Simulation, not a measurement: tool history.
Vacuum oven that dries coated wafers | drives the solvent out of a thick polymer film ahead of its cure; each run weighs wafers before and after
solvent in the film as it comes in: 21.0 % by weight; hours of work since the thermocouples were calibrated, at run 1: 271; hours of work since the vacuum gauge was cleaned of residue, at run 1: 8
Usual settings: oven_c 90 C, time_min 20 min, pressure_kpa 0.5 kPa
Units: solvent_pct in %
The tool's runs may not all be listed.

| run | hour | oven_c | time_min | pressure_kpa | hours of work since the thermocouples were calibrated | hours of work since the vacuum gauge was cleaned of residue | solvent_pct |
|---|---|---|---|---|---|---|---|
| 1 | 0 | 90 | 20 | 0.5 | 271 | 8 | 2.62 |
| 2 | 7.4 | 90 | 20 | 0.5 | 275 | 12 | 2.59 |
| 3 | 19 | 90 | 20 | 0.5 | 280 | 17 | 2.6 |
| 4 | 31.1 | 90 | 20 | 1.379 | 286 | 23 | 3.67 |
| 5 | 44.4 | 88 | 20 | 0.5 | 292 | 29 | 3.19 |
| 6 | 54 | 88 | 20 | 0.5 | 297 | 34 | 3.25 |
| 7 | 65.6 | 90 | 20 | 0.5 | 302 | 39 | 2.6 |
| 8 | 76.3 | 90 | 20 | 0.5 | 308 | 45 | 2.57 |
| 9 | 88.4 | 90 | 28 | 0.443 | 313 | 50 | 1.39 |
| 10 | 99.6 | 89 | 28 | 1.285 | 319 | 56 | 2.72 |
| 11 | 114.8 | 81 | 18 | 0.406 | 326 | 63 | 6.38 |
| 12 | 124.1 | 81 | 12 | 0.406 | 331 | 68 | 8.79 |
| 13 | 137.7 | 79 | 18 | 0.406 | 337 | 74 | 7.14 |
| 14 | 145.3 | 97 | 18 | 0.406 | 341 | 78 | 1.28 |

Forecast each of these 5 alternatives for the next run:
| A | 152.4 | 90 | 15 | 0.5 | 344 | 81 | ? |
| B | 152.4 | 97 | 20 | 0.5 | 344 | 81 | ? |
| C | 152.4 | 97 | 21 | 0.406 | 344 | 81 | ? |
| D | 152.4 | 83 | 18 | 0.406 | 344 | 81 | ? |
| E | 152.4 | 104 | 18 | 0.406 | 344 | 81 | ? |

| run | solvent_pct |
|---|---|
| A | 3.97 |
| B | 1.14 |
| C | 0.97 |
| D | 5.51 |
| E | 0.53 |
Without the tool's hidden state the same runs would have given:
| run | solvent_pct |
|---|---|
| A | 3.97 |
| B | 1.13 |
| C | 0.96 |
| D | 5.5 |
| E | 0.53 |
